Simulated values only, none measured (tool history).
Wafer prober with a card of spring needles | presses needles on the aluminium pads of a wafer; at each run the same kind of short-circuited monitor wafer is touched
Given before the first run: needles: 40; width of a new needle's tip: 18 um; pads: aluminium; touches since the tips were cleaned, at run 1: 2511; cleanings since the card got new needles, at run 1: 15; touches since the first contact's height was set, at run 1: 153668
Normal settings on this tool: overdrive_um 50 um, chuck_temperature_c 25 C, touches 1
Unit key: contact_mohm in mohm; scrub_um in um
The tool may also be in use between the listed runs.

run,day,overdrive_um,chuck_temperature_c,touches,touches since the tips were cleaned,cleanings since the card got new needles,touches since the first contact's height was set,contact_mohm,scrub_um
1,0,50,25,1,2511,15,153668,287,9.92
2,0.242,50,25,1,4189,15,155346,296,9.94
3,0.471,50,26,1,5752,15,156909,304,10.06
4,0.833,50,25,1,8249,15,159406,316,9.98
# day 0.888: tips cleaned on abrasive film
5,1.204,50,25,1,2190,16,161941,288,9.92
6,1.562,50,25,1,4659,16,164410,306,10.05
7,2.071,50,25,1,8160,16,167911,317,9.96
# day 2.142: tips cleaned on abrasive film
8,2.479,50,25,1,2334,17,170698,291,10.04
9,2.883,50,25,1,5115,17,173479,310,9.94
# day 2.942: height of the first contact set anew
10,3.192,50,25,1,7161,17,1730,317,9.7
# day 3.404: tips cleaned on abrasive film
11,3.521,50,123,1,794,18,3961,296,9.62
12,3.967,50,123,1,3872,18,7039,323,9.76
13,4.492,50,123,1,7504,18,10671,336,9.67
# day 4.638: tips cleaned on abrasive film
14,4.958,50,25,1,2214,19,13854,289,9.68
15,5.196,50,25,1,3833,19,15473,300,9.68
16,5.521,50,25,1,6090,19,17730,312,9.75
# day 5.879: height of the first contact set anew, once more
# day 5.883: tips cleaned on abrasive film
17,6.042,50,40,2,1077,20,1077,272,10.13
18,6.571,36,25,2,4730,20,4730,303,7.49
19,7.088,36,25,2,8309,20,8309,320,7.47
# day 7.125: tips cleaned on abrasive film
20,7.358,60,40,3,1592,21,10132,261,12.3
21,7.792,31,37,1,4578,21,13118,379,6.37
22,8.208,31,37,1,7458,21,15998,397,6.4
# day 8.362: tips cleaned on abrasive film
23,8.562,31,70,2,1370,22,18397,306,6.23
24,8.983,31,70,2,4278,22,21305,332,6.24
25,9.454,31,70,2,7539,22,24566,349,6.29
# day 9.604: tips cleaned on abrasive film
26,9.742,47,70,2,954,23,26500,279,9.62
27,10.125,47,70,2,3597,23,29143,293,9.6
28,10.438,45,57,1,5746,23,31292,325,9.19
29,10.788,54,30,2,8157,23,33703,286,11.03
# day 10.867: tips cleaned on abrasive film
30,11.229,54,30,2,2520,24,36739,273,11.09

Predict each of these 5 candidate next runs independently; none follows another, all start after run 30:
A,11.508,54,62,2,4440,24,38659,?,?
B,11.508,58,29,1,4440,24,38659,?,?
C,11.508,54,92,2,4440,24,38659,?,?
D,11.508,54,30,2,4440,24,38659,?,?
E,11.508,50,64,2,4440,24,38659,?,?

run,contact_mohm,scrub_um
A,285,10.91
B,292,11.94
C,297,10.93
D,281,10.99
E,290,10.09
Take away the tool's hidden state, keep each run's random variation, and the runs would have read:
run,contact_mohm,scrub_um
A,261,11.03
B,256,12.05
C,275,11.04
D,256,11.11
E,263,10.2
